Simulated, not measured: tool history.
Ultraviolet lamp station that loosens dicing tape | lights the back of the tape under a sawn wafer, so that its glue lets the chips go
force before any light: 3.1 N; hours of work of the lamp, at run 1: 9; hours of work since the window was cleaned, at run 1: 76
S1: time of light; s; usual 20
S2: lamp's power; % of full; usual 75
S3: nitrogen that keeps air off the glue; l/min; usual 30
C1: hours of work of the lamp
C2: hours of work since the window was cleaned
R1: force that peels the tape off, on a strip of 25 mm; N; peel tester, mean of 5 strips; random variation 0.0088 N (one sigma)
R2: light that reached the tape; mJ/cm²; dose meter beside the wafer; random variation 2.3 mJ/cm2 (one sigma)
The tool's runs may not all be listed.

run   hour  S1  S2  S3   C1   C2     R1   R2
  1      0  20  75  30    9   76  0.375  227
  2   11.5  20  75  30   17   84  0.399  229
  3   17.9  20  75  30   21   89  0.387  231
  4   31.6  20  75  30   31   99  0.399  229
  5   39.1  20  93  30   36  104  0.306  283
  6   51.8  20  93  30   45  113  0.303  277
  7   59.4  20  93  30   51  118  0.312  275
  8   70.6  20  93  30   59  126  0.336  274
  9   83.4  20  93  30   68  135  0.302  274
 10   96.6  20  93  30   77  144  0.328  275
 11    103  20  93  30   81  149  0.324  273
 12  110.4  20  75  30   87  154    0.4  217
 13  123.3  20  65  30   96  163  0.496  186
 14  129.1  20  65  30  100  167  0.503  188
 15  134.8  20  65  30  104  171  0.516  186
 16  140.3  20  65  30  108  175   0.52  180
 17  147.9  19  63  13  113  181  0.787  173
 18  156.1  27  74   9  119  186  0.482  284
 19  163.5  14  97   9  124  192  0.775  188
 20  170.5  14  97   9  129  197  0.821  190
 21  178.9  14  97   9  135  202  0.799  191
 22  187.4  20  75  28  141  209  0.472  205
 23  198.9  32  75   9  149  217  0.393  330
 24  209.9  32  75   9  157  224  0.401  331
 25  220.8  32  75   9  164  232   0.42  324
 26  228.9  19  67   9  170  238  0.904  174
 27  234.6  19  67   9  174  242   0.93  173
 28  240.2  37  63  30  178  246  0.274  312
 29  253.8  37  63  30  188  255   0.29  311
 30  264.6  28  83  12  195  263  0.379  309
 31  277.9  20  65  35  205  272  0.551  169

Forecast each of these 5 alternatives for the next run:
  A  283.4  13   65  15  209  276   ?   ?
  B  283.4  14   75  30  209  276   ?   ?
  C  283.4  19   63  50  209  276   ?   ?
  D  283.4  20  100  35  209  276   ?   ?
  E  283.4  29   65  35  209  276   ?   ?

run     R1   R2
  A  1.162  112
  B  0.738  139
  C  0.547  152
  D  0.307  264
  E  0.347  246
Without the tool's hidden state the same runs would have given:
run     R1   R2
  A  0.939  139
  B  0.562  172
  C  0.413  190
  D  0.254  328
  E  0.282  306
